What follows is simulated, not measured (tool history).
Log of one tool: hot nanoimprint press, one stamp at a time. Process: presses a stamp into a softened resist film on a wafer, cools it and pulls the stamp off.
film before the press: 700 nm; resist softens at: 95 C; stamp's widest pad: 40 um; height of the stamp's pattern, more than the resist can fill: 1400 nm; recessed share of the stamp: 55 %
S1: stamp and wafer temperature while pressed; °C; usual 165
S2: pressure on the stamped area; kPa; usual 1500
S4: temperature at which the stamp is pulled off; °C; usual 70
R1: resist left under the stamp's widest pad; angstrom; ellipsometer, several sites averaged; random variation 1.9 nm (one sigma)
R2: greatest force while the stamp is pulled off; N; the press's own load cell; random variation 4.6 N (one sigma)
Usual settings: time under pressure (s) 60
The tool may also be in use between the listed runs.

Run 1, hour 0: usual settings. Result: R1 2963 angstrom, R2 256 N.
Run 2, hour 5.7: usual settings. Result: R1 2988 angstrom, R2 261 N.
Run 3, hour 11.1: usual settings. Result: R1 3009 angstrom, R2 246 N.
Run 4, hour 20.2: usual settings. Result: R1 2957 angstrom, R2 257 N.
Run 5, hour 29.6: usual settings. Result: R1 2953 angstrom, R2 268 N.
Run 6, hour 35.7: usual settings. Result: R1 3002 angstrom, R2 253 N.
Run 7, hour 47.3: usual settings. Result: R1 2960 angstrom, R2 260 N.
Run 8, hour 54: usual settings. Result: R1 2976 angstrom, R2 253 N.
Run 9, hour 61.1: usual settings. Result: R1 2928 angstrom, R2 260 N.
Run 10, hour 69.4: usual settings. Result: R1 2940 angstrom, R2 270 N.
Run 11, hour 76.3: usual settings. Result: R1 2965 angstrom, R2 267 N.
Run 12, hour 84: usual settings but S1 162 °C. Result: R1 3444 angstrom, R2 276 N.
Run 13, hour 97.9: usual settings but S1 162 °C. Result: R1 3370 angstrom, R2 269 N.
Run 14, hour 105.7: usual settings but S1 162 °C. Result: R1 3350 angstrom, R2 271 N.
Run 15, hour 115.7: usual settings but S1 162 °C. Result: R1 3366 angstrom, R2 268 N.
Run 16, hour 128: usual settings but S1 162 °C. Result: R1 3407 angstrom, R2 271 N.
Run 17, hour 139.8: usual settings but S1 161 °C, time under pressure (s) 79. Result: R1 3248 angstrom, R2 281 N.
Run 18, hour 153.9: usual settings but S1 161 °C, S2 1950 kPa, time under pressure (s) 79, S4 74 °C. Result: R1 2802 angstrom, R2 216 N.
Run 19, hour 169.3: usual settings but S1 161 °C, S2 1950 kPa, time under pressure (s) 79, S4 74 °C. Result: R1 2964 angstrom, R2 216 N.
Run 20, hour 176.6: usual settings but S1 171 °C, S2 1950 kPa, time under pressure (s) 79, S4 74 °C. Result: R1 1790 angstrom, R2 220 N.
Run 21, hour 184.5: usual settings but S2 1930 kPa, time under pressure (s) 90, S4 60 °C. Result: R1 2328 angstrom, R2 260 N.
Run 22, hour 190.5: usual settings but S1 169 °C, S2 1400 kPa, time under pressure (s) 70, S4 66 °C. Result: R1 2509 angstrom, R2 245 N.
Run 23, hour 197.2: usual settings but S1 169 °C, S2 1400 kPa, time under pressure (s) 70, S4 66 °C. Result: R1 2468 angstrom, R2 248 N.
Run 24, hour 209.2: usual settings but S1 174 °C, S2 1430 kPa, time under pressure (s) 63, S4 62 °C. Result: R1 2023 angstrom, R2 262 N.
Run 25, hour 220: usual settings but S1 169 °C, S2 1430 kPa, time under pressure (s) 63, S4 62 °C. Result: R1 2536 angstrom, R2 264 N.
Run 26, hour 230.7: usual settings but S2 1820 kPa, S4 69 °C. Result: R1 2755 angstrom, R2 238 N.
Run 27, hour 241.4: usual settings but S2 1820 kPa, S4 69 °C. Result: R1 2734 angstrom, R2 246 N.
Run 28, hour 250: usual settings but S2 1820 kPa, S4 69 °C. Result: R1 2777 angstrom, R2 246 N.
Run 29, hour 262.5: usual settings but S1 171 °C, S2 1240 kPa, time under pressure (s) 31, S4 74 °C. Result: R1 3202 angstrom, R2 219 N.

Taken out of this log: 3 entries between the listed runs. Where each belongs, and how the hidden state differs across it:
Between runs 12 and 13: plate thermocouple calibrated (hour 88)
  true temperature over the reading, C: 0.64 -> 0.85; pressure that arrives at the usual setting, %: 98.91 -> 98.88; grip of the stamp's worn release coat, % over a new coat's: 20.2 -> 21
  measured less the result without the state, R1: -85 -> -118 angstrom; R2: +45 -> +44 N
Between runs 17 and 18: stamp cleaned and given a new release coat (hour 152.5)
  true temperature over the reading, C: 0.9 -> 0.91; pressure that arrives at the usual setting, %: 98.76 -> 98.73; grip of the stamp's worn release coat, % over a new coat's: 24.2 -> 0.1
  measured less the result without the state, R1: -123 -> -107 angstrom; R2: +52 -> -2 N
Between runs 18 and 19: plate thermocouple calibrated, once more (hour 169.3)
  true temperature over the reading, C: 0.91 -> -0.07; pressure that arrives at the usual setting, %: 98.73 -> 98.7; grip of the stamp's worn release coat, % over a new coat's: 0.1 -> 1
  measured less the result without the state, R1: -107 -> +38 angstrom; R2: -2 -> +2 N

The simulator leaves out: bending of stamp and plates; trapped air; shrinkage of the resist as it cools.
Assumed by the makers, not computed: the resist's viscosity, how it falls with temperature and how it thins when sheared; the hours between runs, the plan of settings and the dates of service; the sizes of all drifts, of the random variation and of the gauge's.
